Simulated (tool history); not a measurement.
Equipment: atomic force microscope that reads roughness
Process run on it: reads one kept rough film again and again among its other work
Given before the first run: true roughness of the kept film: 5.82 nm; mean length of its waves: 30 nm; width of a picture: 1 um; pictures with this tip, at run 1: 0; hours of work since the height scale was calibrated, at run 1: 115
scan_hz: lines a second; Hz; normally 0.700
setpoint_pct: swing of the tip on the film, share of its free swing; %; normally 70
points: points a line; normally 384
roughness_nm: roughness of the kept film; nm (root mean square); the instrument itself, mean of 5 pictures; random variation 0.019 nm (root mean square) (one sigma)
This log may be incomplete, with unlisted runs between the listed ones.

run   hour  scan_hz  setpoint_pct  points  pictures with this tip  hours of work since the height scale was calibrated  roughness_nm
  1    0.0    0.700            70     384                       0                                                  115         4.727
  2    8.7    0.700            70     384                       7                                                  119         4.688
  3   22.0    0.700            70     459                      19                                                  126         4.681
  4   38.2    0.700            70     459                      33                                                  134         4.640
  5   50.1    0.700            70     459                      43                                                  140         4.598
  6   66.5    0.700            70     437                      57                                                  148         4.582
  7   74.2    1.310            70     384                      64                                                  152         4.437
  8   81.9    0.700            70     384                      70                                                  156         4.497
  9   89.9    0.700            70     384                      77                                                  160         4.522
 10  106.2    0.700            70     384                      91                                                  168         4.475
 11  121.4    0.700            70     384                     104                                                  176         4.455
 12  129.3    0.700            70     384                     111                                                  180         4.439
 13  141.2    0.700            70     384                     121                                                  186         4.418
 14  148.1    0.700            70     384                     127                                                  189         4.371
 15  155.4    0.700            70     384                     133                                                  193         4.376
 16  166.2    1.008            70     384                     142                                                  199         4.296
 17  176.8    1.008            70     384                     152                                                  204         4.230
 18  189.0    0.700            70     384                     162                                                  210         4.293
 19  203.8    0.700            70     384                     175                                                  218         4.278
 20  212.5    0.700            70     384                     182                                                  222         4.274
 21  225.5    2.489            90     642                     193                                                  228         3.233
 22  238.2    0.691            70     413                     204                                                  235         4.224
 23  251.7    0.691            70     552                     216                                                  242         4.200
 24  260.9    0.691            85     883                     224                                                  246         4.017
 25  275.6    1.733            70     623                     236                                                  254         3.961
 26  289.2    1.733            70     623                     248                                                  261         3.924
 27  297.3    0.700            57     290                     255                                                  265         4.197
 28  310.8    1.450            57     396                     266                                                  271         4.096
 29  320.7    3.839            70     285                     275                                                  276         3.482
 30  331.5    1.895            76     517                     284                                                  282         3.699
 31  344.5    1.895            76     517                     295                                                  288         3.668
     350.6  -- new tip fitted
 32  355.6    0.577            79     764                       4                                                  294         4.633
 33  363.4    0.577            79     764                      11                                                  298         4.616
 34  371.6    1.594            67     523                      18                                                  302         4.475
 35  378.4    1.594            67     523                      24                                                  305         4.509
 36  392.3    2.849            70     585                      36                                                  312         4.126
 37  406.1    2.849            70     585                      48                                                  319         4.108
 38  413.1    0.700            59     625                      54                                                  323         4.677
 39  428.8    0.700            58     577                      67                                                  331         4.644
 40  436.1    1.443            80     914                      73                                                  334         4.150

4 options for the next run, each taken on its own from the tool as it stands now. Forecast them:
  A  446.4    1.443            84     805                      82                                                  339             ?
  B  446.4    2.899            56    1020                      82                                                  339             ?
  C  446.4    0.740            80     405                      82                                                  339             ?
  D  446.4    1.443            65     729                      82                                                  339             ?

run  roughness_nm
  A         4.028
  B         4.366
  C         4.361
  D         4.432
Had the tool no hidden state, the same runs would have come out as:
run  roughness_nm
  A         4.249
  B         4.605
  C         4.600
  D         4.675
